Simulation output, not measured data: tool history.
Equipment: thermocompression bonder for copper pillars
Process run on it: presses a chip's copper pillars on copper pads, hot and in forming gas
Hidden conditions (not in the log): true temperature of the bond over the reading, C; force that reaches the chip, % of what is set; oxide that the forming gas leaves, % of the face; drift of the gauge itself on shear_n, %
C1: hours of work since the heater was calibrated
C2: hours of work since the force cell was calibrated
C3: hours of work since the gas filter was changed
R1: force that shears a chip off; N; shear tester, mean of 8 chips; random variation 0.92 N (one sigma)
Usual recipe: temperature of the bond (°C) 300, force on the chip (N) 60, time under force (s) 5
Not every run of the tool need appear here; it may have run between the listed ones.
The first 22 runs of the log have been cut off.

run 23 hour=162.5 | temperature_of_the_bond_(°C)=309 force_on_the_chip_(N)=52 time_under_force_(s)=3 | C1=263 C2=199 C3=69 | R1=65.4
run 24 hour=172.6 | temperature_of_the_bond_(°C)=319 force_on_the_chip_(N)=72 time_under_force_(s)=11 | C1=267 C2=204 C3=74 | R1=107.1
run 25 hour=181.5 | temperature_of_the_bond_(°C)=300 force_on_the_chip_(N)=60 time_under_force_(s)=8 | C1=271 C2=208 C3=77 | R1=88.3
run 26 hour=192.4 | temperature_of_the_bond_(°C)=325 force_on_the_chip_(N)=64 time_under_force_(s)=11 | C1=276 C2=212 C3=82 | R1=109.1
run 27 hour=200.7 | temperature_of_the_bond_(°C)=325 force_on_the_chip_(N)=64 time_under_force_(s)=11 | C1=279 C2=216 C3=86 | R1=108.3
run 28 hour=209.2 | temperature_of_the_bond_(°C)=325 force_on_the_chip_(N)=64 time_under_force_(s)=11 | C1=283 C2=220 C3=89 | R1=105.4
run 29 hour=216.5 | temperature_of_the_bond_(°C)=308 force_on_the_chip_(N)=85 time_under_force_(s)=7 | C1=286 C2=223 C3=93 | R1=102.3
run 30 hour=222.2 | temperature_of_the_bond_(°C)=328 force_on_the_chip_(N)=90 time_under_force_(s)=9 | C1=288 C2=225 C3=95 | R1=111.4
run 31 hour=226.6 | temperature_of_the_bond_(°C)=328 force_on_the_chip_(N)=90 time_under_force_(s)=9 | C1=290 C2=227 C3=97 | R1=113.5
run 32 hour=234.3 | temperature_of_the_bond_(°C)=297 force_on_the_chip_(N)=60 time_under_force_(s)=5 | C1=294 C2=231 C3=100 | R1=77.3
run 33 hour=243.8 | temperature_of_the_bond_(°C)=303 force_on_the_chip_(N)=60 time_under_force_(s)=5 | C1=298 C2=235 C3=104 | R1=78.7
run 34 hour=253 | temperature_of_the_bond_(°C)=300 force_on_the_chip_(N)=71 time_under_force_(s)=9 | C1=302 C2=239 C3=108 | R1=93.8
run 35 hour=258.1 | temperature_of_the_bond_(°C)=300 force_on_the_chip_(N)=71 time_under_force_(s)=9 | C1=304 C2=241 C3=111 | R1=94.5
run 36 hour=266.4 | temperature_of_the_bond_(°C)=321 force_on_the_chip_(N)=54 time_under_force_(s)=5 | C1=308 C2=244 C3=114 | R1=84.1
run 37 hour=271.6 | temperature_of_the_bond_(°C)=305 force_on_the_chip_(N)=50 time_under_force_(s)=3 | C1=310 C2=247 C3=117 | R1=61.9

Branching from run 37: 5 alternative next runs. What would each branch give?
run A hour=279 | temperature_of_the_bond_(°C)=325 force_on_the_chip_(N)=48 time_under_force_(s)=5 | C1=313 C2=250 C3=120 | R1=?
run B hour=279 | temperature_of_the_bond_(°C)=304 force_on_the_chip_(N)=44 time_under_force_(s)=3 | C1=313 C2=250 C3=120 | R1=?
run C hour=279 | temperature_of_the_bond_(°C)=287 force_on_the_chip_(N)=85 time_under_force_(s)=5 | C1=313 C2=250 C3=120 | R1=?
run D hour=279 | temperature_of_the_bond_(°C)=300 force_on_the_chip_(N)=76 time_under_force_(s)=5 | C1=313 C2=250 C3=120 | R1=?
run E hour=279 | temperature_of_the_bond_(°C)=305 force_on_the_chip_(N)=52 time_under_force_(s)=4 | C1=313 C2=250 C3=120 | R1=?

run=A R1=81.2
run=B R1=56.7
run=C R1=83.7
run=D R1=88
run=E R1=69.3
Stripped of hidden state, with their random variation kept, the same runs would have yielded:
run=A R1=81.3
run=B R1=56.8
run=C R1=83.9
run=D R1=88.1
run=E R1=69.5

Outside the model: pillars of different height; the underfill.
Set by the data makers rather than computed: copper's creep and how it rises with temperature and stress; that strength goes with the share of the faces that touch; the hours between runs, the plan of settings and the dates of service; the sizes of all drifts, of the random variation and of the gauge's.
